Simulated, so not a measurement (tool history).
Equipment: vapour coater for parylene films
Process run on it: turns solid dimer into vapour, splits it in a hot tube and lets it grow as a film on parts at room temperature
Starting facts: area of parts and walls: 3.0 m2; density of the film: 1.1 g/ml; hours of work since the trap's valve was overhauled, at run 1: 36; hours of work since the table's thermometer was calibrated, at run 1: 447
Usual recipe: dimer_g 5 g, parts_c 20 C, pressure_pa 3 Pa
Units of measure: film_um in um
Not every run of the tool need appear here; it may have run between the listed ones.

run,hour,dimer_g,parts_c,pressure_pa,hours of work since the trap's valve was overhauled,hours of work since the table's thermometer was calibrated,film_um
1,0,5,20,3,36,447,0.798
2,28.2,5,20,3,53,464,0.782
3,58.9,5,20,3,71,482,0.779
4,98.9,5,20,3,95,506,0.767
5,134.8,5,20,3,116,527,0.775
6,174.5,5,20,3,139,550,0.766
7,197.6,5,14,3.35,153,564,0.925
8,221.5,5,14,3.35,167,578,0.919
9,250.2,3,20,8.65,184,595,0.423
10,285,3,20,8.65,204,615,0.41

5 options for the next run, each taken on its own from the tool as it stands now. Forecast them:
# hour 318.6: trap's valve overhauled
A,330.8,5,27,3,7,640,?
# hour 318.6: trap's valve overhauled
B,330.8,3,20,8.94,7,640,?
# hour 318.6: trap's valve overhauled
C,330.8,8,20,3,7,640,?
# hour 318.6: trap's valve overhauled
D,330.8,2,20,3,7,640,?
# hour 318.6: trap's valve overhauled
E,330.8,3,20,6.25,7,640,?

run,film_um
A,0.645
B,0.461
C,1.31
D,0.323
E,0.46
With the hidden condition removed and each run's random variation left untouched, the same runs would have given:
run,film_um
A,0.631
B,0.45
C,1.28
D,0.315
E,0.45

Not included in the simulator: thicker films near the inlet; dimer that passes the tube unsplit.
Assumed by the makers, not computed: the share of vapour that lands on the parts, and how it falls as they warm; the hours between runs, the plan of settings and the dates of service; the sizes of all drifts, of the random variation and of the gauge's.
